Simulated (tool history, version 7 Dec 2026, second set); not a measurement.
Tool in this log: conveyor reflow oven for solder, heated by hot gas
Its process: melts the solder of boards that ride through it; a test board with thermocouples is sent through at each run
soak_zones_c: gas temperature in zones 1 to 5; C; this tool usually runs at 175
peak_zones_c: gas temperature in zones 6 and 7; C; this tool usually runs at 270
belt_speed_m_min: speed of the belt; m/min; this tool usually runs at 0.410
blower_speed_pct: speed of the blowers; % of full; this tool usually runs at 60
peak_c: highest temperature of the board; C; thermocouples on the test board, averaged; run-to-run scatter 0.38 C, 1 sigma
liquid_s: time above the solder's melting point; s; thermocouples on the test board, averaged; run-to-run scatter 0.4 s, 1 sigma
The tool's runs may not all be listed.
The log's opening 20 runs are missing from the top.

{"run": 21, "hour": 722.1, "soak_zones_c": 180, "peak_zones_c": 270, "belt_speed_m_min": 0.432, "blower_speed_pct": 60, "peak_c": 250.8, "liquid_s": 72.8}
{"run": 22, "hour": 776.2, "soak_zones_c": 180, "peak_zones_c": 270, "belt_speed_m_min": 0.432, "blower_speed_pct": 60, "peak_c": 250.0, "liquid_s": 72.9}
{"run": 23, "hour": 829.3, "soak_zones_c": 185, "peak_zones_c": 280, "belt_speed_m_min": 0.46, "blower_speed_pct": 63, "peak_c": 258.1, "liquid_s": 77.3}
{"run": 24, "hour": 854.7, "soak_zones_c": 164, "peak_zones_c": 281, "belt_speed_m_min": 0.46, "blower_speed_pct": 63, "peak_c": 254.2, "liquid_s": 64.5}
{"run": 25, "hour": 907.1, "soak_zones_c": 175, "peak_zones_c": 270, "belt_speed_m_min": 0.41, "blower_speed_pct": 62, "peak_c": 250.5, "liquid_s": 75.5}
{"run": 26, "hour": 961.9, "soak_zones_c": 178, "peak_zones_c": 280, "belt_speed_m_min": 0.41, "blower_speed_pct": 62, "peak_c": 259.8, "liquid_s": 85.7}
{"run": 27, "hour": 988.0, "soak_zones_c": 175, "peak_zones_c": 275, "belt_speed_m_min": 0.41, "blower_speed_pct": 78, "peak_c": 259.5, "liquid_s": 83.4}
{"run": 28, "hour": 1036.6, "soak_zones_c": 162, "peak_zones_c": 280, "belt_speed_m_min": 0.41, "blower_speed_pct": 79, "peak_c": 260.8, "liquid_s": 80.2}
{"run": 29, "hour": 1077.5, "soak_zones_c": 175, "peak_zones_c": 270, "belt_speed_m_min": 0.449, "blower_speed_pct": 60, "peak_c": 247.0, "liquid_s": 64.2}
{"run": 30, "hour": 1116.2, "soak_zones_c": 181, "peak_zones_c": 270, "belt_speed_m_min": 0.41, "blower_speed_pct": 60, "peak_c": 251.2, "liquid_s": 78.7}

Forecast each of these 3 alternatives for the next run:
{"run": "A", "hour": 1166.9, "soak_zones_c": 181, "peak_zones_c": 270, "belt_speed_m_min": 0.456, "blower_speed_pct": 60, "peak_c": "?", "liquid_s": "?"}
{"run": "B", "hour": 1166.9, "soak_zones_c": 181, "peak_zones_c": 280, "belt_speed_m_min": 0.416, "blower_speed_pct": 60, "peak_c": "?", "liquid_s": "?"}
{"run": "C", "hour": 1166.9, "soak_zones_c": 181, "peak_zones_c": 271, "belt_speed_m_min": 0.395, "blower_speed_pct": 89, "peak_c": "?", "liquid_s": "?"}

run=A peak_c=247.4 liquid_s=65.6
run=B peak_c=259.4 liquid_s=84.0
run=C peak_c=257.3 liquid_s=90.1
Without the tool's hidden state the same runs would have given:
run=A peak_c=251.1 liquid_s=69.3
run=B peak_c=263.1 liquid_s=86.5
run=C peak_c=261.2 liquid_s=92.5
